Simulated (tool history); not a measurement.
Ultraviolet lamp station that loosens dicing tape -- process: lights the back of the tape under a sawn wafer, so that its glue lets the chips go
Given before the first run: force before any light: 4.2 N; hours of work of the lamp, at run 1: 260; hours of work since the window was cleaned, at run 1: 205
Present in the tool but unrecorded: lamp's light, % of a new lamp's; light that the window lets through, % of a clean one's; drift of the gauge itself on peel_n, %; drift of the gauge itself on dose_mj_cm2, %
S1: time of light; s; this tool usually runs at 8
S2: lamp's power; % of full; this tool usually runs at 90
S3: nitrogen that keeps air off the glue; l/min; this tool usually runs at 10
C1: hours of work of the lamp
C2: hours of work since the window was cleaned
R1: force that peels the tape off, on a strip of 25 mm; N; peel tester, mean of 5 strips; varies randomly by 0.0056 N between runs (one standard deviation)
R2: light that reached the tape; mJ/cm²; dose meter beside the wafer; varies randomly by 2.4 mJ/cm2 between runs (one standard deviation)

run,day,S1,S2,S3,C1,C2,R1,R2
1,0.000,8,90,10,260,205,0.254,252
2,3.175,8,90,10,293,237,0.256,251
3,5.129,8,99,10,313,257,0.231,273
4,7.583,8,99,10,338,282,0.242,267
5,10.592,8,90,10,369,313,0.253,243
6,12.612,8,90,10,389,334,0.272,243
7,15.538,8,90,10,419,364,0.282,240
8,19.038,8,90,10,455,399,0.273,234
# day 19.667: window cleaned of glue's vapour
9,21.667,8,90,10,481,20,0.272,241
10,24.175,8,90,10,507,46,0.276,240
11,25.892,8,90,8,525,64,0.299,241
12,28.300,8,90,8,549,88,0.305,232
13,30.212,8,90,8,569,108,0.295,239
14,31.792,8,87,7,585,124,0.336,232
15,34.046,5,90,13,608,147,0.568,144
16,35.746,10,70,3,625,164,0.523,223
17,37.488,10,68,7,643,182,0.371,218

Alternative continuations, all from the tool just after run 17; predict every row:
A,39.425,12,68,7,663,202,?,?
B,39.425,8,80,10,663,202,?,?
C,39.425,10,72,7,663,202,?,?

run,R1,R2
A,0.294,258
B,0.344,203
C,0.342,229
What these runs would have given with no unlogged condition in the tool:
run,R1,R2
A,0.229,319
B,0.248,251
C,0.252,283
